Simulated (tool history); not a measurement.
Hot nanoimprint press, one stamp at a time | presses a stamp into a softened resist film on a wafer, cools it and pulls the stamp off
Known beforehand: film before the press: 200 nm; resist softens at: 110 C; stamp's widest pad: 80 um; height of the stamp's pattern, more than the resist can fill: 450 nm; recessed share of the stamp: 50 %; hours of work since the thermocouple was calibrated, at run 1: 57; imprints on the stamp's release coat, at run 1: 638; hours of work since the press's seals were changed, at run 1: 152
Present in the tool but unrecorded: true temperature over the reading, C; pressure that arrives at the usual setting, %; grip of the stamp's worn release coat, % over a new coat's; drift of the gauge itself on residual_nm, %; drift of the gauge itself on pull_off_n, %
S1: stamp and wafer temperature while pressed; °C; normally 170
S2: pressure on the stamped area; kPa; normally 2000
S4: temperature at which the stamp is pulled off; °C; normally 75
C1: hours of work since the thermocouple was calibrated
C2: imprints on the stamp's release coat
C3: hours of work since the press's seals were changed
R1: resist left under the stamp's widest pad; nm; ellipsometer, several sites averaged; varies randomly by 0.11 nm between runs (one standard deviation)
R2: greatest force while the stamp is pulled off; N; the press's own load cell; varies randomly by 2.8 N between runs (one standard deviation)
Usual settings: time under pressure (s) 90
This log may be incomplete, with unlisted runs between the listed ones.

Run 1, day 0.000: usual settings; C1 57; C2 638; C3 152. Result: R1 70.8 nm, R2 202 N.
Run 2, day 1.783: usual settings; C1 76; C2 695; C3 170. Result: R1 70.8 nm, R2 204 N.
Run 3, day 2.804: usual settings; C1 87; C2 728; C3 181. Result: R1 70.7 nm, R2 212 N.
Run 4, day 4.662: usual settings; C1 107; C2 788; C3 201. Result: R1 71.1 nm, R2 213 N.
Run 5, day 6.308: usual settings; C1 124; C2 841; C3 218. Result: R1 70.9 nm, R2 214 N.
Run 6, day 8.275: usual settings; C1 145; C2 905; C3 239. Result: R1 71.3 nm, R2 212 N.
Run 7, day 9.600: usual settings; C1 159; C2 947; C3 253. Result: R1 71.6 nm, R2 214 N.
Run 8, day 11.279: usual settings; C1 177; C2 1001; C3 271. Result: R1 71.6 nm, R2 219 N.
Run 9, day 13.300: usual settings but S4 68 °C; C1 198; C2 1067; C3 292. Result: R1 71.5 nm, R2 255 N.
Run 10, day 14.338: usual settings but S1 158 °C; C1 209; C2 1100; C3 303. Result: R1 112.0 nm, R2 222 N.
Run 11, day 15.742: usual settings but S1 158 °C, S4 79 °C; C1 224; C2 1145; C3 318. Result: R1 112.0 nm, R2 205 N.
Run 12, day 17.238: usual settings but S2 2590 kPa; C1 240; C2 1193; C3 334. Result: R1 63.6 nm, R2 220 N.
At day 18.458: plate thermocouple calibrated.
Run 13, day 19.250: usual settings but S2 2590 kPa; C1 8; C2 1254; C3 354. Result: R1 61.9 nm, R2 228 N.
Run 14, day 20.217: usual settings but S2 2590 kPa; C1 19; C2 1285; C3 364. Result: R1 62.0 nm, R2 228 N.
Run 15, day 21.738: usual settings; C1 35; C2 1334; C3 380. Result: R1 70.3 nm, R2 231 N.
Run 16, day 23.767: usual settings but S1 158 °C, S2 1280 kPa, time under pressure (s) 58, S4 67 °C; C1 56; C2 1400; C3 402. Result: R1 144.9 nm, R2 282 N.
Run 17, day 24.833: usual settings but S2 1520 kPa, time under pressure (s) 140, S4 60 °C; C1 67; C2 1434; C3 413. Result: R1 67.1 nm, R2 322 N.
Run 18, day 26.642: usual settings but S2 2310 kPa; C1 87; C2 1492; C3 432. Result: R1 65.8 nm, R2 233 N.
Run 19, day 28.704: usual settings but S1 177 °C, S2 2310 kPa, S4 79 °C; C1 108; C2 1559; C3 454. Result: R1 51.5 nm, R2 216 N.
Run 20, day 30.696: usual settings but S1 177 °C, S2 2310 kPa, S4 79 °C; C1 130; C2 1623; C3 475. Result: R1 51.7 nm, R2 218 N.
Run 21, day 32.408: usual settings but S1 177 °C, S2 2310 kPa, S4 79 °C; C1 148; C2 1678; C3 493. Result: R1 51.8 nm, R2 222 N.
Run 22, day 33.633: usual settings but time under pressure (s) 66, S4 60 °C; C1 161; C2 1718; C3 506. Result: R1 80.8 nm, R2 337 N.
At day 34.317: stamp cleaned and given a new release coat.
Run 23, day 35.842: usual settings but S2 3110 kPa, time under pressure (s) 74, S4 67 °C; C1 181; C2 49; C3 527. Result: R1 62.8 nm, R2 218 N.
Run 24, day 37.050: usual settings but S2 1530 kPa, time under pressure (s) 47, S4 78 °C; C1 194; C2 88; C3 540. Result: R1 103.2 nm, R2 177 N.
Run 25, day 38.925: usual settings but S2 2860 kPa, time under pressure (s) 76; C1 214; C2 148; C3 560. Result: R1 64.6 nm, R2 184 N.
Run 26, day 40.217: usual settings but S2 2430 kPa, time under pressure (s) 76, S4 69 °C; C1 228; C2 190; C3 573. Result: R1 69.8 nm, R2 214 N.
Run 27, day 41.538: usual settings but S2 2430 kPa, time under pressure (s) 76, S4 69 °C; C1 242; C2 232; C3 587. Result: R1 69.9 nm, R2 216 N.
At day 42.725: plate thermocouple calibrated.
Run 28, day 43.354: usual settings but S1 175 °C, S4 74 °C; C1 7; C2 287; C3 605. Result: R1 59.5 nm, R2 195 N.
Run 29, day 45.338: usual settings but S1 175 °C, S4 74 °C; C1 28; C2 351; C3 626. Result: R1 59.5 nm, R2 194 N.

Had the tool no unlogged condition, and each run kept its random variation, what would the results have been?
run     R1   R2
  1   70.2  177
  2   70.0  177
  3   69.9  183
  4   70.1  181
  5   69.9  181
  6   70.1  177
  7   70.3  177
  8   70.1  179
  9   70.0  206
 10  109.5  178
 11  109.4  163
 12   61.8  174
 13   61.7  181
 14   61.8  180
 15   70.1  181
 16  144.7  218
 17   66.8  247
 18   65.2  177
 19   50.9  162
 20   51.1  162
 21   51.1  163
 22   79.7  246
 23   61.4  215
 24  101.9  173
 25   63.1  178
 26   68.3  205
 27   68.3  205
 28   59.0  184
 29   58.8  181
